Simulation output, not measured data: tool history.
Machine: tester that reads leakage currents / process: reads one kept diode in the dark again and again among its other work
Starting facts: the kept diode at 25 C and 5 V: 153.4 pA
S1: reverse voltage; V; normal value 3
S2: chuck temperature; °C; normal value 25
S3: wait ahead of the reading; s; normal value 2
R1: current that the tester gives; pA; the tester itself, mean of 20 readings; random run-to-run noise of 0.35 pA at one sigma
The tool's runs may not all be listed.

run,hour,S1,S2,S3,R1
1,0,3,25,2,116.56
2,30.1,3,25,2,115.62
3,52.5,3,25,2,116.15
4,67.4,3,25,2,116.31
5,82.1,4.02,25,2,136.04
6,109,4.02,25,2,136.07
7,126,4.02,25,2,136.58
8,153.4,3,25,2,116.64
9,168.9,3,25,2,115.37
10,196.9,3,25,2,116.81
11,210.5,3,25,2,116.8
12,225.7,3,25,2,115.81
13,254.9,3.92,25,2,134.5
14,276.3,3.92,25,2,134.62
15,306.3,3.92,25,2,134.94
16,327.7,3.92,25,2,134.31
17,350.9,3.92,25,2,134.32
18,368,3.92,25,2.71,134.15
19,395.5,3.92,25,2.71,134.63
20,424.9,1.59,36,2,186.14
21,438.1,11.08,51,0.7,1497.56
22,452.1,10.79,34,2,458.06
23,482.6,10.79,34,2,457.96
24,505.2,3,43,1.61,428.76
25,527.3,3,43,1.61,428.61
26,549.2,1.92,43,1.61,335.38
27,581.1,1.92,43,1.61,334.72
28,608,1.92,43,1.61,334.18
29,625.1,1.92,43,1.61,335.78
30,651.6,1.92,43,1.61,334.92
31,665.9,1.92,43,1.61,334.11
32,689,1.92,43,1.61,335.96
33,706.7,1.08,25,6.39,65.92
# hour 718.6: chuck's temperature calibrated
34,730.7,3,33,6.9,211.12

Per-run results on a tool with no hidden state, each run keeping its own random variation:
The hidden state here: stray current of the dirty probe card, pA a volt; current scale over the true one, %; true chuck temperature over the reading, C; drift of the gauge itself on leakage_pa, %.
run,R1
1,116.75
2,115.81
3,116.35
4,116.51
5,136.28
6,136.31
7,136.83
8,116.86
9,115.59
10,117.04
11,117.04
12,116.04
13,134.77
14,134.9
15,135.23
16,134.6
17,134.62
18,134.45
19,134.94
20,186.57
21,1500.72
22,459.1
23,459.03
24,429.77
25,429.64
26,336.2
27,335.55
28,335.02
29,336.64
30,335.79
31,334.98
32,336.85
33,66.11
34,211.19
